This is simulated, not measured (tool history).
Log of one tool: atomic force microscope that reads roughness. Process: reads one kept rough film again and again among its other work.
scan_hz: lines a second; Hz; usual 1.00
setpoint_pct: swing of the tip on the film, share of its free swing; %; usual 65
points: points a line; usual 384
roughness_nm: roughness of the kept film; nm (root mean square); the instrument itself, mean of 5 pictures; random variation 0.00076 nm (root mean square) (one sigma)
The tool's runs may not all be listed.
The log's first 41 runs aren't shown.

run	day	scan_hz	setpoint_pct	points	pictures with this tip	hours of work since the height scale was calibrated	roughness_nm
42	13.792	2.27	65	747	178	380	0.5420
43	14.121	0.54	65	370	200	386	0.5575
# day 14.350: new tip fitted
44	14.500	0.54	65	370	9	393	0.5637
45	14.717	0.54	65	370	23	397	0.5627
46	15.154	1.21	65	824	51	405	0.5579
47	15.442	1.21	66	332	69	410	0.5541
48	15.808	0.75	65	384	93	417	0.5590
49	16.292	0.75	65	384	124	426	0.5584
50	16.717	1.00	65	524	151	434	0.5547
51	16.954	1.25	65	384	166	438	0.5512
52	17.354	1.97	62	509	191	446	0.5485
# day 17.721: new tip fitted
53	17.750	1.00	87	384	2	452	0.5406

Forecast each of these 4 alternatives for the next run:
A	18.029	1.25	65	551	19	458	?
B	18.029	1.27	77	287	19	458	?
C	18.029	2.28	75	384	19	458	?
D	18.029	1.06	80	340	19	458	?

run	roughness_nm
A	0.5577
B	0.5455
C	0.5322
D	0.5469
Without the tool's hidden state the same runs would have given:
run	roughness_nm
A	0.5543
B	0.5421
C	0.5289
D	0.5435
